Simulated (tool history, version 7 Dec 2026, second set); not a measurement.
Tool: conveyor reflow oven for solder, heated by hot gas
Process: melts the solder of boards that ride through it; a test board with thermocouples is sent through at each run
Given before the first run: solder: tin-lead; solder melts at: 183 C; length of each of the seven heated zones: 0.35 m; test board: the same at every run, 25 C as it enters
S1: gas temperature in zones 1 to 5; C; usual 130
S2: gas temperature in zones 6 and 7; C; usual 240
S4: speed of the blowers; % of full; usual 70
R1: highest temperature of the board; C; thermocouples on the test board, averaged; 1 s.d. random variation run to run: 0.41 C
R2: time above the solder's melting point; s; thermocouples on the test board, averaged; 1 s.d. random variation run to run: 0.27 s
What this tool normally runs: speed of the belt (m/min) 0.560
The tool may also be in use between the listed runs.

run 1 hour=0.0 | S1=130 S2=240 speed_of_the_belt_(m/min)=0.560 S4=70 | R1=219.1 R2=54.1
run 2 hour=6.8 | S1=130 S2=240 speed_of_the_belt_(m/min)=0.560 S4=70 | R1=219.2 R2=53.8
run 3 hour=14.4 | S1=126 S2=240 speed_of_the_belt_(m/min)=0.560 S4=70 | R1=217.3 R2=51.7
run 4 hour=21.8 | S1=126 S2=240 speed_of_the_belt_(m/min)=0.560 S4=70 | R1=217.4 R2=51.8
run 5 hour=31.5 | S1=126 S2=240 speed_of_the_belt_(m/min)=0.560 S4=70 | R1=217.7 R2=51.9
run 6 hour=37.2 | S1=117 S2=240 speed_of_the_belt_(m/min)=0.560 S4=70 | R1=216.2 R2=47.8
run 7 hour=43.8 | S1=117 S2=240 speed_of_the_belt_(m/min)=0.560 S4=70 | R1=216.2 R2=47.8
run 8 hour=50.3 | S1=117 S2=240 speed_of_the_belt_(m/min)=0.560 S4=70 | R1=216.1 R2=47.7
run 9 hour=57.2 | S1=117 S2=240 speed_of_the_belt_(m/min)=0.560 S4=70 | R1=215.6 R2=48.0
run 10 hour=64.1 | S1=117 S2=240 speed_of_the_belt_(m/min)=0.560 S4=70 | R1=215.0 R2=48.1
run 11 hour=69.2 | S1=130 S2=240 speed_of_the_belt_(m/min)=0.560 S4=70 | R1=218.3 R2=53.8
run 12 hour=73.4 | S1=130 S2=240 speed_of_the_belt_(m/min)=0.560 S4=70 | R1=217.9 R2=54.1
run 13 hour=83.0 | S1=130 S2=240 speed_of_the_belt_(m/min)=0.560 S4=70 | R1=218.4 R2=53.5
run 14 hour=88.2 | S1=130 S2=240 speed_of_the_belt_(m/min)=0.560 S4=70 | R1=218.4 R2=53.5
run 15 hour=96.2 | S1=130 S2=240 speed_of_the_belt_(m/min)=0.560 S4=70 | R1=218.6 R2=53.6
run 16 hour=103.5 | S1=132 S2=240 speed_of_the_belt_(m/min)=0.560 S4=73 | R1=219.9 R2=55.3
run 17 hour=111.9 | S1=132 S2=250 speed_of_the_belt_(m/min)=0.506 S4=59 | R1=226.7 R2=67.0
run 18 hour=120.0 | S1=132 S2=250 speed_of_the_belt_(m/min)=0.506 S4=59 | R1=227.1 R2=66.9
run 19 hour=127.2 | S1=136 S2=243 speed_of_the_belt_(m/min)=0.598 S4=59 | R1=215.2 R2=48.6
run 20 hour=136.8 | S1=130 S2=250 speed_of_the_belt_(m/min)=0.668 S4=70 | R1=218.0 R2=44.3
run 21 hour=143.2 | S1=131 S2=243 speed_of_the_belt_(m/min)=0.561 S4=70 | R1=220.5 R2=55.8
run 22 hour=148.6 | S1=140 S2=238 speed_of_the_belt_(m/min)=0.629 S4=70 | R1=214.5 R2=46.9
run 23 hour=158.6 | S1=140 S2=238 speed_of_the_belt_(m/min)=0.629 S4=70 | R1=214.1 R2=46.8
run 24 hour=167.5 | S1=140 S2=238 speed_of_the_belt_(m/min)=0.629 S4=70 | R1=213.8 R2=46.9
run 25 hour=172.4 | S1=130 S2=230 speed_of_the_belt_(m/min)=0.593 S4=70 | R1=207.4 R2=41.2
run 26 hour=181.2 | S1=130 S2=240 speed_of_the_belt_(m/min)=0.560 S4=51 | R1=210.1 R2=45.6
run 27 hour=191.0 | S1=116 S2=246 speed_of_the_belt_(m/min)=0.654 S4=71 | R1=213.0 R2=37.6
run 28 hour=198.8 | S1=130 S2=250 speed_of_the_belt_(m/min)=0.649 S4=90 | R1=226.8 R2=50.6
-- hour=210.4 flux residue cleaned out of gas plates and filters
run 29 hour=211.9 | S1=130 S2=250 speed_of_the_belt_(m/min)=0.645 S4=61 | R1=220.1 R2=47.1
run 30 hour=219.4 | S1=130 S2=228 speed_of_the_belt_(m/min)=0.615 S4=70 | R1=207.9 R2=40.3

Below are 3 alternative next runs, each starting from the tool's condition after run 30. Predict each:
run A hour=226.3 | S1=130 S2=233 speed_of_the_belt_(m/min)=0.460 S4=58 | R1=? R2=?
run B hour=226.3 | S1=130 S2=240 speed_of_the_belt_(m/min)=0.463 S4=70 | R1=? R2=?
run C hour=226.3 | S1=130 S2=247 speed_of_the_belt_(m/min)=0.560 S4=78 | R1=? R2=?

run=A R1=217.6 R2=66.1
run=B R1=227.3 R2=74.2
run=C R1=230.1 R2=61.7
With the hidden condition removed and each run's random variation left untouched, the same runs would have given:
run=A R1=217.0 R2=65.3
run=B R1=226.8 R2=73.6
run=C R1=229.6 R2=61.2

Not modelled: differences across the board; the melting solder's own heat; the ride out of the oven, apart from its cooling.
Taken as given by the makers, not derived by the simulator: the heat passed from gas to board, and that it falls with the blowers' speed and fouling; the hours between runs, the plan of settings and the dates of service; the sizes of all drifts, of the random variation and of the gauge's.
